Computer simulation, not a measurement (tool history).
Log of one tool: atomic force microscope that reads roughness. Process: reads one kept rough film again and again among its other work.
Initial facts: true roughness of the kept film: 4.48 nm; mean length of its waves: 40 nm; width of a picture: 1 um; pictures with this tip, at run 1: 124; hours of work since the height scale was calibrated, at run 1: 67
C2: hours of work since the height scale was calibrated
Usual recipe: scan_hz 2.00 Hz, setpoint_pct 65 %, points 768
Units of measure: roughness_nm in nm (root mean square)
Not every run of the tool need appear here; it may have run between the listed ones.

{"run": 1, "hour": 0.0, "scan_hz": 2.0, "setpoint_pct": 65, "points": 768, "pictures with this tip": 124, "C2": 67, "roughness_nm": 3.186}
{"run": 2, "hour": 13.7, "scan_hz": 2.0, "setpoint_pct": 65, "points": 768, "pictures with this tip": 155, "C2": 77, "roughness_nm": 3.047}
{"hour": 15.6, "done": "new tip fitted"}
{"run": 3, "hour": 27.4, "scan_hz": 2.0, "setpoint_pct": 65, "points": 768, "pictures with this tip": 27, "C2": 86, "roughness_nm": 3.633}
{"run": 4, "hour": 37.0, "scan_hz": 2.0, "setpoint_pct": 65, "points": 768, "pictures with this tip": 49, "C2": 92, "roughness_nm": 3.52}
{"run": 5, "hour": 50.5, "scan_hz": 2.0, "setpoint_pct": 65, "points": 768, "pictures with this tip": 80, "C2": 102, "roughness_nm": 3.352}
{"run": 6, "hour": 69.9, "scan_hz": 2.0, "setpoint_pct": 65, "points": 768, "pictures with this tip": 125, "C2": 115, "roughness_nm": 3.093}
{"hour": 85.2, "done": "new tip fitted"}
{"run": 7, "hour": 88.7, "scan_hz": 2.0, "setpoint_pct": 65, "points": 768, "pictures with this tip": 8, "C2": 128, "roughness_nm": 3.773}
{"run": 8, "hour": 105.2, "scan_hz": 2.0, "setpoint_pct": 65, "points": 529, "pictures with this tip": 46, "C2": 139, "roughness_nm": 3.527}
{"run": 9, "hour": 123.2, "scan_hz": 2.0, "setpoint_pct": 65, "points": 768, "pictures with this tip": 88, "C2": 152, "roughness_nm": 3.328}
{"run": 10, "hour": 134.3, "scan_hz": 2.0, "setpoint_pct": 65, "points": 768, "pictures with this tip": 113, "C2": 159, "roughness_nm": 3.191}
{"run": 11, "hour": 145.1, "scan_hz": 2.0, "setpoint_pct": 65, "points": 744, "pictures with this tip": 138, "C2": 167, "roughness_nm": 3.067}
{"hour": 155.5, "done": "new tip fitted"}
{"run": 12, "hour": 161.4, "scan_hz": 2.0, "setpoint_pct": 65, "points": 744, "pictures with this tip": 14, "C2": 178, "roughness_nm": 3.742}
{"hour": 163.8, "done": "height scale calibrated on a step standard"}
{"run": 13, "hour": 173.6, "scan_hz": 2.0, "setpoint_pct": 65, "points": 744, "pictures with this tip": 40, "C2": 7, "roughness_nm": 3.546}
{"run": 14, "hour": 188.0, "scan_hz": 3.41, "setpoint_pct": 86, "points": 768, "pictures with this tip": 73, "C2": 17, "roughness_nm": 2.553}
{"run": 15, "hour": 207.1, "scan_hz": 3.41, "setpoint_pct": 86, "points": 768, "pictures with this tip": 117, "C2": 30, "roughness_nm": 2.388}
{"hour": 211.6, "done": "height scale calibrated on a step standard, once more"}
{"run": 16, "hour": 222.8, "scan_hz": 3.06, "setpoint_pct": 68, "points": 768, "pictures with this tip": 151, "C2": 8, "roughness_nm": 2.827}
{"hour": 226.2, "done": "new tip fitted"}
{"run": 17, "hour": 238.2, "scan_hz": 2.53, "setpoint_pct": 57, "points": 929, "pictures with this tip": 27, "C2": 18, "roughness_nm": 3.753}
{"run": 18, "hour": 247.9, "scan_hz": 0.52, "setpoint_pct": 57, "points": 929, "pictures with this tip": 50, "C2": 25, "roughness_nm": 3.759}
{"run": 19, "hour": 265.6, "scan_hz": 2.0, "setpoint_pct": 65, "points": 735, "pictures with this tip": 90, "C2": 37, "roughness_nm": 3.302}
{"run": 20, "hour": 282.3, "scan_hz": 2.0, "setpoint_pct": 65, "points": 735, "pictures with this tip": 129, "C2": 49, "roughness_nm": 3.118}
{"run": 21, "hour": 294.1, "scan_hz": 2.26, "setpoint_pct": 71, "points": 390, "pictures with this tip": 156, "C2": 57, "roughness_nm": 2.872}
{"hour": 295.5, "done": "new tip fitted"}
{"run": 22, "hour": 303.5, "scan_hz": 2.26, "setpoint_pct": 71, "points": 390, "pictures with this tip": 19, "C2": 63, "roughness_nm": 3.526}
{"run": 23, "hour": 317.3, "scan_hz": 1.41, "setpoint_pct": 74, "points": 304, "pictures with this tip": 51, "C2": 72, "roughness_nm": 3.455}
{"run": 24, "hour": 332.3, "scan_hz": 1.41, "setpoint_pct": 85, "points": 720, "pictures with this tip": 85, "C2": 83, "roughness_nm": 3.054}

Here are 3 independent what-if runs from the current tool condition. What would each one return?
{"run": "A", "hour": 348.9, "scan_hz": 2.0, "setpoint_pct": 72, "points": 768, "pictures with this tip": 123, "C2": 94, "roughness_nm": "?"}
{"run": "B", "hour": 348.9, "scan_hz": 0.61, "setpoint_pct": 85, "points": 442, "pictures with this tip": 123, "C2": 94, "roughness_nm": "?"}
{"run": "C", "hour": 348.9, "scan_hz": 0.79, "setpoint_pct": 65, "points": 768, "pictures with this tip": 123, "C2": 94, "roughness_nm": "?"}

run=A roughness_nm=3.005
run=B roughness_nm=3.154
run=C roughness_nm=3.260
With the hidden condition removed and each run's random variation left untouched, the same runs would have given:
run=A roughness_nm=3.682
run=B roughness_nm=3.863
run=C roughness_nm=3.995
